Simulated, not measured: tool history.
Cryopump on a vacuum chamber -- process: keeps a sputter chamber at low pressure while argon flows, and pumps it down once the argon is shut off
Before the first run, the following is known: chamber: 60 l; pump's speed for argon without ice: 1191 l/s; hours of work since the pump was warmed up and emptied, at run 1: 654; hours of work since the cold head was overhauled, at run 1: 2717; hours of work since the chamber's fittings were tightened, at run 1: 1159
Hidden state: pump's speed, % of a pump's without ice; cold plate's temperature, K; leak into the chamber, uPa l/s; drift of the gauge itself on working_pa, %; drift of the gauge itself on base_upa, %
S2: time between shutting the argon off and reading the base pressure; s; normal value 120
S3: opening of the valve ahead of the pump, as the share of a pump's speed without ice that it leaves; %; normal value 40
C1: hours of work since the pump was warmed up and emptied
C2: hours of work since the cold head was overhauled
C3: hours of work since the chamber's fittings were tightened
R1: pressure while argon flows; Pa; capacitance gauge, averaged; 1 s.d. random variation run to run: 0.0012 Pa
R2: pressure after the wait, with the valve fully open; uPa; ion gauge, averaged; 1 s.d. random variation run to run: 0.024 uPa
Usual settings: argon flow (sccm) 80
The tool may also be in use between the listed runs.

{"run": 1, "hour": 0.0, "argon flow (sccm)": 80, "S2": 120, "S3": 40, "C1": 654, "C2": 2717, "C3": 1159, "R1": 0.3056, "R2": 1.69}
{"run": 2, "hour": 73.9, "argon flow (sccm)": 80, "S2": 120, "S3": 40, "C1": 706, "C2": 2769, "C3": 1211, "R1": 0.3043, "R2": 1.86}
{"run": 3, "hour": 137.5, "argon flow (sccm)": 80, "S2": 45, "S3": 40, "C1": 750, "C2": 2813, "C3": 1255, "R1": 0.3091, "R2": 2.81}
{"run": 4, "hour": 215.2, "argon flow (sccm)": 80, "S2": 45, "S3": 40, "C1": 804, "C2": 2867, "C3": 1309, "R1": 0.3086, "R2": 2.99}
{"run": 5, "hour": 297.3, "argon flow (sccm)": 80, "S2": 45, "S3": 40, "C1": 862, "C2": 2925, "C3": 1367, "R1": 0.3128, "R2": 2.96}
{"hour": 373.3, "done": "pump warmed up, emptied and cooled again"}
{"run": 6, "hour": 402.1, "argon flow (sccm)": 80, "S2": 45, "S3": 40, "C1": 20, "C2": 2995, "C3": 1437, "R1": 0.2845, "R2": 2.81}
{"run": 7, "hour": 449.7, "argon flow (sccm)": 80, "S2": 45, "S3": 40, "C1": 53, "C2": 3028, "C3": 1470, "R1": 0.2856, "R2": 2.8}
{"run": 8, "hour": 538.9, "argon flow (sccm)": 80, "S2": 45, "S3": 40, "C1": 116, "C2": 3090, "C3": 1532, "R1": 0.2896, "R2": 2.87}
{"run": 9, "hour": 646.9, "argon flow (sccm)": 153, "S2": 120, "S3": 40, "C1": 191, "C2": 3166, "C3": 1608, "R1": 0.5571, "R2": 1.85}
{"run": 10, "hour": 726.2, "argon flow (sccm)": 107, "S2": 120, "S3": 40, "C1": 247, "C2": 3221, "C3": 1663, "R1": 0.3909, "R2": 1.93}
{"run": 11, "hour": 777.9, "argon flow (sccm)": 107, "S2": 120, "S3": 40, "C1": 283, "C2": 3257, "C3": 1699, "R1": 0.3916, "R2": 2.09}
{"run": 12, "hour": 869.0, "argon flow (sccm)": 107, "S2": 120, "S3": 40, "C1": 347, "C2": 3321, "C3": 1763, "R1": 0.3923, "R2": 2.09}
{"run": 13, "hour": 944.1, "argon flow (sccm)": 80, "S2": 120, "S3": 49, "C1": 399, "C2": 3374, "C3": 1816, "R1": 0.244, "R2": 2.16}
{"run": 14, "hour": 1043.4, "argon flow (sccm)": 117, "S2": 22, "S3": 37, "C1": 469, "C2": 3443, "C3": 1885, "R1": 0.4685, "R2": 4.89}
{"run": 15, "hour": 1130.3, "argon flow (sccm)": 49, "S2": 22, "S3": 25, "C1": 529, "C2": 3504, "C3": 1946, "R1": 0.2882, "R2": 4.81}
{"run": 16, "hour": 1214.3, "argon flow (sccm)": 80, "S2": 33, "S3": 35, "C1": 588, "C2": 3563, "C3": 2005, "R1": 0.3413, "R2": 3.89}
{"run": 17, "hour": 1280.5, "argon flow (sccm)": 85, "S2": 135, "S3": 36, "C1": 635, "C2": 3609, "C3": 2051, "R1": 0.3572, "R2": 2.33}
{"run": 18, "hour": 1335.0, "argon flow (sccm)": 85, "S2": 135, "S3": 25, "C1": 673, "C2": 3647, "C3": 2089, "R1": 0.5037, "R2": 2.35}
{"run": 19, "hour": 1396.1, "argon flow (sccm)": 85, "S2": 135, "S3": 25, "C1": 715, "C2": 3690, "C3": 2132, "R1": 0.5044, "R2": 2.38}
{"run": 20, "hour": 1500.0, "argon flow (sccm)": 152, "S2": 79, "S3": 25, "C1": 788, "C2": 3762, "C3": 2204, "R1": 0.905, "R2": 2.84}
{"run": 21, "hour": 1578.3, "argon flow (sccm)": 152, "S2": 79, "S3": 19, "C1": 843, "C2": 3817, "C3": 2259, "R1": 1.1862, "R2": 2.88}
{"run": 22, "hour": 1648.0, "argon flow (sccm)": 155, "S2": 158, "S3": 34, "C1": 892, "C2": 3866, "C3": 2308, "R1": 0.6997, "R2": 2.45}
{"hour": 1683.2, "done": "pump warmed up, emptied and cooled again"}
{"run": 23, "hour": 1761.2, "argon flow (sccm)": 44, "S2": 23, "S3": 18, "C1": 55, "C2": 3942, "C3": 2384, "R1": 0.3485, "R2": 4.91}

Here are 4 independent what-if runs from the current tool condition. What would each one return?
{"run": "A", "hour": 1857.3, "argon flow (sccm)": 36, "S2": 103, "S3": 37, "C1": 122, "C2": 4009, "C3": 2451, "R1": "?", "R2": "?"}
{"run": "B", "hour": 1857.3, "argon flow (sccm)": 91, "S2": 75, "S3": 38, "C1": 122, "C2": 4009, "C3": 2451, "R1": "?", "R2": "?"}
{"run": "C", "hour": 1857.3, "argon flow (sccm)": 44, "S2": 23, "S3": 18, "C1": 122, "C2": 4009, "C3": 2451, "R1": "?", "R2": "?"}
{"run": "D", "hour": 1857.3, "argon flow (sccm)": 106, "S2": 22, "S3": 36, "C1": 122, "C2": 4009, "C3": 2451, "R1": "?", "R2": "?"}

run=A R1=0.1392 R2=2.52
run=B R1=0.3432 R2=2.75
run=C R1=0.3513 R2=4.86
run=D R1=0.4262 R2=5.01
With no hidden state in the tool, these same runs would have given:
run=A R1=0.1372 R2=0.92
run=B R1=0.3380 R2=1.18
run=C R1=0.3487 R2=3.28
run=D R1=0.4200 R2=3.43
